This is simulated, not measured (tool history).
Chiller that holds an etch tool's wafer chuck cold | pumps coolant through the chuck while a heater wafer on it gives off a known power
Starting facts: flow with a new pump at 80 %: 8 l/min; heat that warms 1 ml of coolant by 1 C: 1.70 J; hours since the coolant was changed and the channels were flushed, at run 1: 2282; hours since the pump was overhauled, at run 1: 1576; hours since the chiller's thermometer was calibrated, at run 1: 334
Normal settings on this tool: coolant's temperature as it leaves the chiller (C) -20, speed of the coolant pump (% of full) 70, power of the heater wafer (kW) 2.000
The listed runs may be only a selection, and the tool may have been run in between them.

run,hour,coolant's temperature as it leaves the chiller (C),speed of the coolant pump (% of full),power of the heater wafer (kW),hours since the coolant was changed and the channels were flushed,hours since the pump was overhauled,hours since the chiller's thermometer was calibrated,chuck's temperature once it has settled (C),how much warmer the coolant comes back (C)
1,0.0,-20,70,2.000,2282,1576,334,-2.6,9.96
2,132.8,-20,71,2.000,2415,1709,466,-2.7,9.86
3,267.1,-20,70,2.000,2549,1843,601,-2.6,10.04
4,436.5,-24,70,2.000,2719,2013,770,-6.4,10.04
5,579.6,-24,70,2.903,2862,2156,913,1.4,14.59
6,740.1,-24,70,2.903,3022,2316,1074,1.3,14.64
7,928.6,-20,70,1.202,3211,2505,1262,-9.4,6.01
8,1031.4,-20,70,2.469,3314,2608,1365,1.7,12.39
9,1196.2,-20,70,2.469,3478,2772,1530,1.8,12.29
10,1375.2,-20,70,2.469,3657,2951,1709,1.7,12.35
11,1569.5,-27,70,2.000,3852,3146,1903,-9.4,10.01
12,1745.2,-27,70,2.000,4027,3321,2079,-9.4,10.05
13,1890.8,-20,69,2.000,4173,3467,2224,-2.3,10.19
14,1987.6,-20,69,2.000,4270,3564,2321,-2.3,10.27
# hour 2151.1: coolant changed, channels flushed
15,2160.5,-20,69,2.000,9,3731,2488,-2.1,10.18
16,2376.1,-20,73,2.000,225,3946,2704,-3.2,9.61
17,2519.3,-20,73,2.000,368,4089,2847,-3.0,9.65
18,2615.2,-20,73,2.000,464,4185,2943,-3.2,9.62
19,2779.8,-24,73,2.000,629,4350,3107,-7.2,9.70
20,2972.6,-16,62,1.564,822,4543,3300,-0.9,8.75
21,3103.9,-16,62,1.541,953,4674,3431,-1.1,8.63
22,3216.2,-16,62,1.541,1065,4786,3544,-0.8,8.66
# hour 3239.5: coolant pump overhauled
23,3315.1,-16,62,1.541,1159,76,3638,-1.1,8.66
24,3540.8,-12,91,2.670,1385,301,3863,6.6,10.40
25,3770.9,-13,88,1.198,1615,531,4094,-4.4,4.86
26,3888.4,-16,70,1.444,1732,649,4211,-3.4,7.26
27,4101.6,-16,70,1.444,1946,862,4424,-3.3,7.25
28,4194.6,-19,70,2.726,2039,955,4517,4.8,13.76
29,4386.5,-19,70,2.726,2230,1147,4709,4.9,13.61
30,4507.7,-12,67,2.000,2352,1268,4830,6.2,10.50
31,4606.9,-23,67,1.387,2451,1367,4930,-10.4,7.24
32,4711.2,-20,74,2.000,2555,1472,5034,-3.3,9.50

Alternative continuations, all from the tool just after run 32; predict every row:
A,4882.0,-12,97,2.756,2726,1642,5205,?,?
B,4882.0,-27,70,2.223,2726,1642,5205,?,?
C,4882.0,-30,74,2.000,2726,1642,5205,?,?

run,chuck's temperature once it has settled (C),how much warmer the coolant comes back (C)
A,6.4,10.08
B,-7.6,11.18
C,-13.3,9.51
Without the tool's hidden state the same runs would have given:
run,chuck's temperature once it has settled (C),how much warmer the coolant comes back (C)
A,6.4,10.07
B,-7.6,11.18
C,-13.3,9.51

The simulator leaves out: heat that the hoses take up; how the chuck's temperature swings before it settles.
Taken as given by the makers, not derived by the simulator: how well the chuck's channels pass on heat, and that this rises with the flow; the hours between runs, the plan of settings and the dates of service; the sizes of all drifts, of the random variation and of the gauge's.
